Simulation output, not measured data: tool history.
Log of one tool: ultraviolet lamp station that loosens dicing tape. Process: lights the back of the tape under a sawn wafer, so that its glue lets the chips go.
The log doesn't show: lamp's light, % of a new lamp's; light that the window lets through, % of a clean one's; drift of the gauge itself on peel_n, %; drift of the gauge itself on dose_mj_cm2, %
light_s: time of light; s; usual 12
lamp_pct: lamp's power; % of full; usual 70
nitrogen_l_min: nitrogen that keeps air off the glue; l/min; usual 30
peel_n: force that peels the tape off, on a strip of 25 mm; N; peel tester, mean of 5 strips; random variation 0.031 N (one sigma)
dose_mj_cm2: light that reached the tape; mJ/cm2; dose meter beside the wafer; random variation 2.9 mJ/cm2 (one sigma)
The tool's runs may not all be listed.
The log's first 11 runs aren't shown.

run	day	light_s	lamp_pct	nitrogen_l_min	hours of work of the lamp	hours of work since the window was cleaned	peel_n	dose_mj_cm2
12	12.758	12	73	30	494	203	2.388	314
13	14.171	12	70	10	519	228	4.118	295
14	15.100	13	70	10	535	245	3.726	314
15	16.258	13	70	10	555	265	4.026	304
16	17.246	12	80	30	573	282	2.321	324
17	18.512	12	80	30	595	305	2.373	314
18	19.325	12	66	30	609	319	3.079	259
19	20.779	14	70	34	635	344	2.382	308
20	22.454	14	70	34	664	374	2.441	301
21	23.608	22	79	10	685	394	1.941	525
22	25.058	22	79	10	710	420	2.103	512
23	26.575	22	79	10	737	446	2.098	498
24	27.308	22	92	34	750	459	0.698	576

Run 25 comes next. What will it give?
25	28.979	22	76	34	779	489	?	?

{"run 25": {"peel_n": 1.189, "dose_mj_cm2": 465}}
Without the tool's hidden state the same run would have given peel_n 0.360 N, dose_mj_cm2 835 mJ/cm2.

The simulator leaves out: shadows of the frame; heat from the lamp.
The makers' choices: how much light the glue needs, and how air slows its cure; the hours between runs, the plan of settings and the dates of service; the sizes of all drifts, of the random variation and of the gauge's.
